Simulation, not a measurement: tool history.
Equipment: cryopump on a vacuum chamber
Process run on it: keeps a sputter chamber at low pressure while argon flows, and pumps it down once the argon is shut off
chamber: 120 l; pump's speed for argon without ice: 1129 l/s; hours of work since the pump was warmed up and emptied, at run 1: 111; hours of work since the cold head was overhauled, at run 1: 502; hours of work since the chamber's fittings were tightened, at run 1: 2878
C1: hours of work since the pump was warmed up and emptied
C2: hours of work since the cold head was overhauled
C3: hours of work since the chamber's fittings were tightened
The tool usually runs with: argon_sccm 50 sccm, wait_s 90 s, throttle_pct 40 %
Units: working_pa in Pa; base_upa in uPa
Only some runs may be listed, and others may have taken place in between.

{"run": 1, "day": 0.0, "argon_sccm": 50, "wait_s": 90, "throttle_pct": 40, "C1": 111, "C2": 502, "C3": 2878, "working_pa": 0.1967, "base_upa": 4.92}
{"run": 2, "day": 1.925, "argon_sccm": 50, "wait_s": 90, "throttle_pct": 40, "C1": 145, "C2": 536, "C3": 2912, "working_pa": 0.2003, "base_upa": 5.29}
{"run": 3, "day": 3.954, "argon_sccm": 80, "wait_s": 90, "throttle_pct": 40, "C1": 181, "C2": 572, "C3": 2948, "working_pa": 0.3259, "base_upa": 5.3}
{"day": 4.754, "done": "leaking fittings of the chamber tightened, without venting"}
{"run": 4, "day": 5.533, "argon_sccm": 46, "wait_s": 90, "throttle_pct": 40, "C1": 208, "C2": 598, "C3": 14, "working_pa": 0.1886, "base_upa": 1.22}
{"run": 5, "day": 7.825, "argon_sccm": 46, "wait_s": 90, "throttle_pct": 40, "C1": 248, "C2": 639, "C3": 54, "working_pa": 0.1942, "base_upa": 1.29}
{"run": 6, "day": 8.896, "argon_sccm": 46, "wait_s": 90, "throttle_pct": 40, "C1": 267, "C2": 658, "C3": 73, "working_pa": 0.1971, "base_upa": 1.38}
{"run": 7, "day": 10.233, "argon_sccm": 46, "wait_s": 90, "throttle_pct": 40, "C1": 291, "C2": 681, "C3": 97, "working_pa": 0.1992, "base_upa": 1.41}
{"run": 8, "day": 11.492, "argon_sccm": 50, "wait_s": 90, "throttle_pct": 43, "C1": 313, "C2": 704, "C3": 119, "working_pa": 0.2035, "base_upa": 1.43}
{"run": 9, "day": 12.596, "argon_sccm": 50, "wait_s": 90, "throttle_pct": 43, "C1": 332, "C2": 723, "C3": 139, "working_pa": 0.2085, "base_upa": 1.48}
{"day": 13.583, "done": "pump warmed up, emptied and cooled again"}
{"run": 10, "day": 14.308, "argon_sccm": 50, "wait_s": 90, "throttle_pct": 43, "C1": 13, "C2": 750, "C3": 165, "working_pa": 0.1744, "base_upa": 1.3}
{"run": 11, "day": 15.512, "argon_sccm": 50, "wait_s": 90, "throttle_pct": 43, "C1": 34, "C2": 771, "C3": 187, "working_pa": 0.1774, "base_upa": 1.37}
{"run": 12, "day": 16.9, "argon_sccm": 50, "wait_s": 90, "throttle_pct": 43, "C1": 59, "C2": 796, "C3": 211, "working_pa": 0.1796, "base_upa": 1.39}
{"run": 13, "day": 18.842, "argon_sccm": 50, "wait_s": 90, "throttle_pct": 43, "C1": 93, "C2": 830, "C3": 245, "working_pa": 0.1817, "base_upa": 1.47}
{"run": 14, "day": 20.696, "argon_sccm": 50, "wait_s": 90, "throttle_pct": 43, "C1": 126, "C2": 863, "C3": 278, "working_pa": 0.1856, "base_upa": 1.54}
{"run": 15, "day": 22.967, "argon_sccm": 50, "wait_s": 274, "throttle_pct": 43, "C1": 166, "C2": 903, "C3": 318, "working_pa": 0.1894, "base_upa": 1.05}
{"run": 16, "day": 24.646, "argon_sccm": 50, "wait_s": 274, "throttle_pct": 43, "C1": 196, "C2": 933, "C3": 348, "working_pa": 0.1901, "base_upa": 1.07}
{"run": 17, "day": 26.312, "argon_sccm": 50, "wait_s": 90, "throttle_pct": 40, "C1": 225, "C2": 962, "C3": 378, "working_pa": 0.2037, "base_upa": 1.73}
{"run": 18, "day": 28.3, "argon_sccm": 50, "wait_s": 90, "throttle_pct": 40, "C1": 260, "C2": 997, "C3": 413, "working_pa": 0.2096, "base_upa": 1.77}
{"run": 19, "day": 29.942, "argon_sccm": 50, "wait_s": 90, "throttle_pct": 50, "C1": 289, "C2": 1026, "C3": 442, "working_pa": 0.1752, "base_upa": 1.91}
{"run": 20, "day": 31.871, "argon_sccm": 50, "wait_s": 90, "throttle_pct": 50, "C1": 323, "C2": 1060, "C3": 476, "working_pa": 0.1798, "base_upa": 2.04}
{"day": 33.429, "done": "pump warmed up, emptied and cooled again"}
{"run": 21, "day": 33.675, "argon_sccm": 53, "wait_s": 132, "throttle_pct": 40, "C1": 4, "C2": 1089, "C3": 504, "working_pa": 0.201, "base_upa": 1.51}

For run 22, what comes out?
{"run": 22, "day": 36.0, "argon_sccm": 34, "wait_s": 132, "throttle_pct": 59, "C1": 45, "C2": 1130, "C3": 545, "working_pa": "?", "base_upa": "?"}

working_pa: 0.089 Pa
base_upa: 1.55 uPa
Without the tool's hidden state the same run would have given working_pa 0.0857 Pa, base_upa 0.86 uPa.

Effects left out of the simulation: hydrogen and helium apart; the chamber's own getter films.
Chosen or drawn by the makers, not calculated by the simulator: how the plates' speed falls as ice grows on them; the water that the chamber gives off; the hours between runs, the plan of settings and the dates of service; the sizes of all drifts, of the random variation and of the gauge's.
